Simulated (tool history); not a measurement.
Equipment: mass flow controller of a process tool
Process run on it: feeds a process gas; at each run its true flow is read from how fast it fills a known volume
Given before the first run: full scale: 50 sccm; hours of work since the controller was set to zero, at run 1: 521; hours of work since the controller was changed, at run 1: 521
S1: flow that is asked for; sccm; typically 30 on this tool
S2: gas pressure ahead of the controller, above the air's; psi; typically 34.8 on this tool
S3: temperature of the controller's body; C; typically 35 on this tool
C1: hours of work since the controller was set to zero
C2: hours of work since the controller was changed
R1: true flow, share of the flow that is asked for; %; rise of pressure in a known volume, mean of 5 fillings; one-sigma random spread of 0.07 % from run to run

run,hour,S1,S2,S3,C1,C2,R1
1,0.0,30,34.8,35,521,521,98.44
2,55.9,30,34.8,35,545,545,98.39
3,153.2,30,34.8,35,588,588,98.47
4,203.5,30,34.8,35,610,610,98.43
5,293.4,30,36.1,35,650,650,98.54
6,382.2,30,36.1,35,689,689,98.41
7,474.4,30,36.1,35,729,729,98.24
8,521.5,30,36.1,22,750,750,99.13
9,593.2,6,34.8,35,782,782,96.56
10,658.3,42,34.8,35,810,810,99.09
11,730.2,30,34.8,35,842,842,98.43
12,834.8,30,34.8,24,888,888,98.98
13,911.4,30,34.8,24,922,922,99.00
14,964.0,30,34.8,24,945,945,98.99
15,1024.0,6,34.8,24,971,971,97.10
16,1112.7,30,27.4,29,1010,1010,98.40
17,1177.2,30,29.6,29,1039,1039,98.54
18,1259.7,5,24.8,33,1075,1075,95.81
19,1310.3,30,30.0,21,1097,1097,98.94
20,1398.0,15,34.8,33,1136,1136,97.35
21,1472.4,17,30.3,35,1169,1169,97.14
22,1541.5,13,32.8,33,1199,1199,97.08
23,1588.2,10,40.5,31,1220,1220,97.28
24,1686.4,10,40.5,31,1263,1263,97.29
25,1774.3,30,35.5,35,1302,1302,98.13
26,1877.9,30,35.5,35,1347,1347,98.23
27,1953.2,30,35.5,35,1380,1380,98.19

Forecast each of these 5 alternatives for the next run:
A,2037.8,30,31.3,35,1418,1418,?
B,2037.8,30,35.5,26,1418,1418,?
C,2037.8,30,35.5,35,1418,1418,?
D,2037.8,28,35.5,35,1418,1418,?
E,2037.8,33,23.6,36,1418,1418,?

run,R1
A,97.98
B,98.65
C,98.13
D,98.00
E,97.86
What these runs would have given with no unlogged condition in the tool:
run,R1
A,98.29
B,98.96
C,98.44
D,98.33
E,98.16
